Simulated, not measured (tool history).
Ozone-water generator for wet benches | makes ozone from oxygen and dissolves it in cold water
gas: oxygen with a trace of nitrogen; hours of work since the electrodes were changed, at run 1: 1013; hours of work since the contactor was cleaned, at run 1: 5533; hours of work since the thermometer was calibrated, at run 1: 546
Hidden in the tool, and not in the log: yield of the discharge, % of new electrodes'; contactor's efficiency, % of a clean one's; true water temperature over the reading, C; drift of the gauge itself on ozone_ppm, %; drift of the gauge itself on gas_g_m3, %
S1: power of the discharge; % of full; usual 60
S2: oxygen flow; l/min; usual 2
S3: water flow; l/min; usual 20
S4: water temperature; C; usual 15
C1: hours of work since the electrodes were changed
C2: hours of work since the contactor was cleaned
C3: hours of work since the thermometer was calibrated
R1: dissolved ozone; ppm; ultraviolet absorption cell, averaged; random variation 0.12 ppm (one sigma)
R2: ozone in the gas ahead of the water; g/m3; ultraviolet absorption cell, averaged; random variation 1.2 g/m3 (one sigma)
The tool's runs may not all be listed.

run   hour  S1  S2  S3  S4    C1    C2   C3    R1     R2
  1      0  60   2  20  15  1013  5533  546  11.3    206
  2   28.6  60   2  20  15  1041  5561  574  11.6  205.9
  3   41.6  60   2  20  15  1054  5574  587  11.5  204.4
  4   69.9  60   2  20  15  1081  5601  614  11.6  204.3
  5   89.2  60   2  14  15  1100  5620  633  15.6  205.4
  6  115.6  60   2  31  11  1126  5646  658   7.6  203.9
  7  132.9  60   2  12   9  1143  5662  675  19.1  203.4
  8  151.5  60   2  12   9  1161  5680  693  19.2  204.7
  9  171.3  53   2  18  15  1180  5700  713  11.6  191.2
 10  195.4  53   2  18  15  1203  5723  736  11.9  190.3

3 ways to go on from here, each from the tool as it stands after run 10. What would each give?
  A  222.7  53   2  18  11  1230  5750  763   ?   ?
  B  222.7  48   2  20  10  1230  5750  763   ?   ?
  C  222.7  96   2  16  15  1230  5750  763   ?   ?

run    R1     R2
  A  11.7  190.6
  B  10.4  177.3
  C  18.5  269.7
Without the tool's hidden state the same runs would have given:
run    R1     R2
  A  12.5  195.7
  B  11.1  181.8
  C    20  280.2
